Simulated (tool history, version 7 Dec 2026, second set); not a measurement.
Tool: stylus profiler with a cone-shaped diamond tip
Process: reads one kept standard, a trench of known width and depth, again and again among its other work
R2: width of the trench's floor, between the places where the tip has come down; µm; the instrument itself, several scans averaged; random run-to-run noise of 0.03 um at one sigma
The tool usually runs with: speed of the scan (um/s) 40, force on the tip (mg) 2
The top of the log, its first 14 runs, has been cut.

{"run": 15, "day": 46.829, "speed of the scan (um/s)": 40, "force on the tip (mg)": 0.81, "depth of the trench (Å)": 10041.6, "R2": 13.58}
{"run": 16, "day": 50.379, "speed of the scan (um/s)": 40, "force on the tip (mg)": 0.81, "depth of the trench (Å)": 10043.2, "R2": 13.63}
{"run": 17, "day": 52.696, "speed of the scan (um/s)": 40, "force on the tip (mg)": 2.18, "depth of the trench (Å)": 10083, "R2": 13.77}
{"run": 18, "day": 56.504, "speed of the scan (um/s)": 40, "force on the tip (mg)": 2.18, "depth of the trench (Å)": 10080.2, "R2": 13.73}
{"run": 19, "day": 58.954, "speed of the scan (um/s)": 40, "force on the tip (mg)": 2.18, "depth of the trench (Å)": 10076.7, "R2": 13.76}
{"run": 20, "day": 60.962, "speed of the scan (um/s)": 12, "force on the tip (mg)": 2, "depth of the trench (Å)": 10076, "R2": 13.9}
{"run": 21, "day": 64.167, "speed of the scan (um/s)": 12, "force on the tip (mg)": 2, "depth of the trench (Å)": 10073.7, "R2": 13.93}
{"run": 22, "day": 67.425, "speed of the scan (um/s)": 12, "force on the tip (mg)": 2, "depth of the trench (Å)": 10076.6, "R2": 13.94}
{"run": 23, "day": 69.679, "speed of the scan (um/s)": 12, "force on the tip (mg)": 2, "depth of the trench (Å)": 10078.5, "R2": 13.94}
{"run": 24, "day": 73.483, "speed of the scan (um/s)": 24, "force on the tip (mg)": 2.42, "depth of the trench (Å)": 10084.1, "R2": 13.87}
{"run": 25, "day": 77.221, "speed of the scan (um/s)": 92, "force on the tip (mg)": 1.41, "depth of the trench (Å)": 10059.6, "R2": 13.31}
{"run": 26, "day": 80.625, "speed of the scan (um/s)": 118, "force on the tip (mg)": 3.53, "depth of the trench (Å)": 10110.9, "R2": 13.39}
{"run": 27, "day": 84.525, "speed of the scan (um/s)": 118, "force on the tip (mg)": 3.53, "depth of the trench (Å)": 10109.7, "R2": 13.46}
{"run": 28, "day": 88.858, "speed of the scan (um/s)": 118, "force on the tip (mg)": 4.35, "depth of the trench (Å)": 10131.8, "R2": 13.51}
{"run": 29, "day": 93.167, "speed of the scan (um/s)": 118, "force on the tip (mg)": 4.35, "depth of the trench (Å)": 10125.1, "R2": 13.44}
{"run": 30, "day": 95.658, "speed of the scan (um/s)": 118, "force on the tip (mg)": 4.35, "depth of the trench (Å)": 10131.7, "R2": 13.51}
{"run": 31, "day": 100.058, "speed of the scan (um/s)": 118, "force on the tip (mg)": 4.35, "depth of the trench (Å)": 10129.2, "R2": 13.5}
{"run": 32, "day": 102.8, "speed of the scan (um/s)": 12, "force on the tip (mg)": 0.86, "depth of the trench (Å)": 10046.5, "R2": 13.86}
{"run": 33, "day": 106.554, "speed of the scan (um/s)": 82, "force on the tip (mg)": 0.72, "depth of the trench (Å)": 10040, "R2": 13.17}
{"run": 34, "day": 108.992, "speed of the scan (um/s)": 13, "force on the tip (mg)": 1.06, "depth of the trench (Å)": 10048.4, "R2": 13.85}
{"run": 35, "day": 112.758, "speed of the scan (um/s)": 27, "force on the tip (mg)": 2.93, "depth of the trench (Å)": 10096.4, "R2": 13.87}
{"run": 36, "day": 116.658, "speed of the scan (um/s)": 27, "force on the tip (mg)": 2.93, "depth of the trench (Å)": 10098.4, "R2": 13.89}
{"run": 37, "day": 118.771, "speed of the scan (um/s)": 134, "force on the tip (mg)": 0.89, "depth of the trench (Å)": 10046.5, "R2": 12.79}
{"run": 38, "day": 120.725, "speed of the scan (um/s)": 46, "force on the tip (mg)": 2.3, "depth of the trench (Å)": 10085.3, "R2": 13.74}

What does the tool deliver on the next run?
{"run": 39, "day": 124.85, "speed of the scan (um/s)": 114, "force on the tip (mg)": 1.45, "depth of the trench (Å)": "?", "R2": "?"}

depth of the trench (Å): 10061.4
R2: 13.21 µm
The same run, on a tool lacking any hidden state, would have yielded depth of the trench (Å) 10061.7, R2 13.22 µm.

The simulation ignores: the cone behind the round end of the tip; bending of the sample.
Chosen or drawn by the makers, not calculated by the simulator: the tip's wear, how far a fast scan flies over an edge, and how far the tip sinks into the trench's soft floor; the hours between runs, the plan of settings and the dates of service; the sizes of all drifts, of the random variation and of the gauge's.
